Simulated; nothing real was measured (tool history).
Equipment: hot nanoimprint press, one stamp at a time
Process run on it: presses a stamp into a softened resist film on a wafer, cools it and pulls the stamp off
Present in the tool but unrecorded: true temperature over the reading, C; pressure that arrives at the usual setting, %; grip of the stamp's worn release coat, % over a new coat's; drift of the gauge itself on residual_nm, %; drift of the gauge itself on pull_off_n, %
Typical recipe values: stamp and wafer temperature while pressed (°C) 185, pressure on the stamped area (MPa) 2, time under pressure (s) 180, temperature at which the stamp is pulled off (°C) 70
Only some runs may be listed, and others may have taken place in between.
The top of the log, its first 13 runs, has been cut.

run	hour	stamp and wafer temperature while pressed (°C)	pressure on the stamped area (MPa)	time under pressure (s)	temperature at which the stamp is pulled off (°C)	hours of work since the thermocouple was calibrated	imprints on the stamp's release coat	hours of work since the press's seals were changed	resist left under the stamp's widest pad (angstrom)	greatest force while the stamp is pulled off (N)
14	388.6	185	2	213	70	304	818	834	1415	255
15	423.9	185	2	213	70	320	907	850	1400	263
16	451.6	185	2	213	56	332	977	863	1384	326
# hour 471.8: plate thermocouple calibrated
17	486.9	185	2	188	68	7	1059	877	1396	270
18	518.9	196	1.53	134	67	21	1140	892	1325	282
# hour 529.2: stamp cleaned and given a new release coat
19	552.4	195	2.61	180	76	34	58	904	945	198
20	578.2	185	2.23	192	70	45	123	916	1322	216
21	595.3	185	2.23	192	70	53	166	924	1326	224
22	632	185	2.23	192	70	70	259	940	1322	229
23	653.6	185	2	286	70	79	314	950	1238	231
24	689.9	174	2.69	180	66	96	406	966	1706	260
25	706.7	174	2.69	180	66	103	448	974	1711	250
26	722.8	185	2	91	61	111	489	981	1709	275
27	760	185	2	91	61	128	583	998	1720	288
28	780.7	185	2.21	161	70	137	635	1007	1427	244
29	804	192	2.21	161	76	147	694	1018	1179	227
30	830.3	192	2.23	190	62	159	760	1030	1114	279
31	854	192	2.23	190	62	170	820	1041	1098	286

Below are 3 alternative next runs, each starting from the tool's condition after run 31. Predict each:
A	889.8	192	2.23	190	55	186	911	1057	?	?
B	889.8	183	3.03	262	62	186	911	1057	?	?
C	889.8	185	1.26	180	78	186	911	1057	?	?

run	resist left under the stamp's widest pad (angstrom)	greatest force while the stamp is pulled off (N)
A	1107	329
B	1114	274
C	1724	225
What these runs would have given with no unlogged condition in the tool:
run	resist left under the stamp's widest pad (angstrom)	greatest force while the stamp is pulled off (N)
A	1067	278
B	1065	231
C	1686	189

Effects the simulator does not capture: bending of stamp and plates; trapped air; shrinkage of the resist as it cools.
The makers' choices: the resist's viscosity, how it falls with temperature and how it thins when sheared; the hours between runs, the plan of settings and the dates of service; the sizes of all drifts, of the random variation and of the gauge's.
